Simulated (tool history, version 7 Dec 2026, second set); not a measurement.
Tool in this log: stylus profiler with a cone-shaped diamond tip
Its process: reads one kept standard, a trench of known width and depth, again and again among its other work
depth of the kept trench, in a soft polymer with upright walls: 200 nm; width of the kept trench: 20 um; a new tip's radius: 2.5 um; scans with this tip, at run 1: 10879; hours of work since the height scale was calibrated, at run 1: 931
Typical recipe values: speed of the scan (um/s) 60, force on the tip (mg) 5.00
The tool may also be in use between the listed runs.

run,hour,speed of the scan (um/s),force on the tip (mg),scans with this tip,hours of work since the height scale was calibrated,depth of the trench (angstrom),width of the trench's floor (nm)
1,0.0,60,5.00,10879,931,2027.2,17800
2,40.3,60,5.00,11171,956,2027.4,17810
3,77.9,60,5.00,11444,979,2026.9,17790
4,112.0,56,5.00,11692,1000,2027.3,17850
5,137.7,56,5.00,11878,1016,2027.5,17790
# hour 150.8: new tip fitted, height scale calibrated
6,180.6,60,5.00,216,19,2026.4,17850
7,220.6,60,5.00,506,43,2026.3,17910
8,243.0,60,5.00,669,57,2027.8,17850
9,274.5,60,5.00,898,77,2026.7,17850
10,320.4,60,5.00,1231,105,2026.4,17860
11,363.3,60,5.00,1542,132,2027.2,17850
12,412.9,60,5.00,1903,163,2027.0,17830
13,440.8,60,8.54,2105,180,2038.5,17910
14,460.9,60,8.54,2251,193,2038.9,17840
15,506.2,89,5.00,2580,221,2026.6,17730
16,530.1,89,5.00,2754,236,2026.7,17760
17,557.1,207,5.00,2950,252,2027.4,17330
18,588.2,207,6.57,3175,272,2032.3,17470
19,610.2,207,6.57,3335,285,2032.2,17460
20,647.9,207,2.56,3609,309,2017.5,17140
21,672.4,207,2.56,3787,324,2017.7,17090
22,703.0,207,2.56,4009,343,2017.1,17130
23,750.7,207,2.56,4355,373,2017.8,17130
24,773.9,47,3.87,4524,387,2023.4,17830
25,806.1,88,1.72,4758,407,2014.5,17520
26,850.7,60,6.99,5082,435,2034.4,17910
27,888.7,27,10.51,5358,458,2044.2,17930
28,913.2,27,10.51,5535,474,2044.9,18010
29,960.3,33,14.79,5877,503,2056.0,17960
30,1001.0,63,5.03,6173,528,2027.5,17860
31,1039.3,94,2.89,6451,552,2018.5,17590
32,1074.2,80,2.28,6705,574,2016.1,17660
33,1105.6,60,6.46,6933,593,2032.3,17820
34,1151.2,21,14.05,7264,621,2054.2,17980
35,1180.6,21,14.05,7477,640,2054.7,17990
36,1203.0,184,10.09,7640,654,2042.9,17590
37,1241.4,184,10.09,7919,677,2044.6,17690
38,1271.9,81,5.77,8140,696,2030.5,17750
39,1307.9,81,5.77,8402,719,2030.3,17760
40,1341.8,66,12.58,8648,740,2050.0,17860
41,1384.2,66,12.58,8956,766,2050.3,17940
42,1426.4,105,1.69,9262,792,2013.2,17420
43,1462.1,105,1.69,9522,815,2013.5,17510
44,1482.3,39,10.81,9668,827,2045.7,17890
45,1518.4,47,5.00,9930,849,2026.9,17810
46,1558.3,115,13.53,10220,874,2052.6,17780

Forecast each of these 4 alternatives for the next run:
A,1580.1,175,3.59,10378,888,?,?
B,1580.1,219,1.70,10378,888,?,?
C,1580.1,53,5.90,10378,888,?,?
D,1580.1,137,6.85,10378,888,?,?

run,depth of the trench (angstrom),width of the trench's floor (nm)
A,2022.2,17370
B,2013.7,16840
C,2030.2,17850
D,2034.4,17620
The same runs, with their run-to-run variation unchanged, on a tool lacking any hidden condition would have given:
run,depth of the trench (angstrom),width of the trench's floor (nm)
A,2022.3,17400
B,2013.8,16860
C,2030.3,17870
D,2034.5,17650

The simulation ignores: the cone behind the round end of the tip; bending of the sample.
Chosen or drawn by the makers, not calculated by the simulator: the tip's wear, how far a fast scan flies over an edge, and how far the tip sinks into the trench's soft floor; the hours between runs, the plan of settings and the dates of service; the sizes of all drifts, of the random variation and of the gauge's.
